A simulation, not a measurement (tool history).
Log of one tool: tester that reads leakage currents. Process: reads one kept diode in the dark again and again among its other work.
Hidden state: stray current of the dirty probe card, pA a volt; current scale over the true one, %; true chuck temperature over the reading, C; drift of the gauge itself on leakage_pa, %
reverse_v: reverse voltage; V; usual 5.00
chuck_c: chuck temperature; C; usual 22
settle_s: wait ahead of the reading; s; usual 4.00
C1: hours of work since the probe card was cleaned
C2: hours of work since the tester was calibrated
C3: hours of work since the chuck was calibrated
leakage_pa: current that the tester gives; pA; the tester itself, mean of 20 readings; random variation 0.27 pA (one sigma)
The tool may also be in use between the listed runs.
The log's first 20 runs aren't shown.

{"run": 21, "day": 23.971, "reverse_v": 1.18, "chuck_c": 22, "settle_s": 4.0, "C1": 560, "C2": 1145, "C3": 1175, "leakage_pa": 55.94}
{"run": 22, "day": 25.567, "reverse_v": 1.2, "chuck_c": 53, "settle_s": 5.8, "C1": 583, "C2": 1168, "C3": 1199, "leakage_pa": 475.97}
{"run": 23, "day": 26.283, "reverse_v": 15.13, "chuck_c": 22, "settle_s": 4.0, "C1": 594, "C2": 1179, "C3": 1209, "leakage_pa": 137.53}
{"run": 24, "day": 27.412, "reverse_v": 11.57, "chuck_c": 26, "settle_s": 4.27, "C1": 611, "C2": 1196, "C3": 1226, "leakage_pa": 167.1}
{"run": 25, "day": 28.662, "reverse_v": 6.65, "chuck_c": 35, "settle_s": 1.87, "C1": 629, "C2": 1214, "C3": 1245, "leakage_pa": 260.33}
{"run": 26, "day": 29.383, "reverse_v": 4.6, "chuck_c": 30, "settle_s": 1.87, "C1": 640, "C2": 1225, "C3": 1255, "leakage_pa": 161.01}
{"run": 27, "day": 30.15, "reverse_v": 4.6, "chuck_c": 30, "settle_s": 1.87, "C1": 651, "C2": 1236, "C3": 1267, "leakage_pa": 162.24}
{"run": 28, "day": 31.15, "reverse_v": 10.51, "chuck_c": 30, "settle_s": 2.02, "C1": 666, "C2": 1251, "C3": 1281, "leakage_pa": 216.24}

Forecast run 29:
{"run": 29, "day": 32.25, "reverse_v": 4.93, "chuck_c": 22, "settle_s": 9.63, "C1": 682, "C2": 1267, "C3": 1298, "leakage_pa": "?"}

Run 29 gave leakage_pa 92.01 pA.
Without the tool's hidden state the same run would have given leakage_pa 86.51 pA.

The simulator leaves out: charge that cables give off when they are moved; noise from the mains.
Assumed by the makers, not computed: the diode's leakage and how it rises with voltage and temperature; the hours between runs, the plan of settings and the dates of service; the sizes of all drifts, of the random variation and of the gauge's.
